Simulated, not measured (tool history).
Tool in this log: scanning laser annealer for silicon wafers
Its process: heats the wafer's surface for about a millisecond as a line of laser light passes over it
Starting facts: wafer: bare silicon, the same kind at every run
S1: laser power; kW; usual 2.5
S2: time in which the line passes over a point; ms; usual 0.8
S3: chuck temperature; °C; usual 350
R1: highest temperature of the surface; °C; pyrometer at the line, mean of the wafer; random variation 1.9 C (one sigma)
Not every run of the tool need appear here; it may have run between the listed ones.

run	hour	S1	S2	S3	R1
1	0	2.5	0.8	350	1117
2	79.9	2.5	0.8	350	1120
3	163.6	2.5	0.661	350	1052
4	257.5	2.5	0.661	372	1071
5	309.4	2.5	0.661	372	1071
6	371	2.5	0.661	372	1071
7	458.6	2.5	0.661	372	1071
8	557.8	2.5	0.661	372	1071
9	646.9	2.5	0.8	350	1117
10	706	2.5	0.8	350	1116
11	791	2.5	0.852	350	1142
12	886.6	2.5	0.852	312	1103
13	936.3	2.5	0.8	350	1120
14	981	2.5	0.8	350	1119
15	1065.3	2.5	0.8	350	1119
16	1120.1	2.5	0.8	350	1114
17	1184	2.5	0.8	310	1080
18	1253.8	2.5	0.8	353	1123
# hour 1295.6: window over the wafer cleaned
19	1350.1	2.5	0.8	350	1119
20	1447.1	2.5	0.8	350	1116
21	1544.8	2.5	0.869	369	1168
22	1642.8	2.5	0.869	369	1168
23	1738.9	2.5	0.8	338	1110
24	1791.2	2.5	0.8	338	1108
25	1867.4	2.406	0.8	350	1085
26	1948.4	2.406	0.8	350	1089
27	2044.1	2.39	0.586	313	941
28	2101.7	2.564	0.638	346	1050
29	2152.5	2.564	0.638	346	1053
30	2248.9	2.671	0.638	346	1087

Forecast run 31:
31	2314.2	2.671	0.638	346	?

R1: 1087 °C
With no hidden state in the tool, this same run would have given R1 1089 °C.
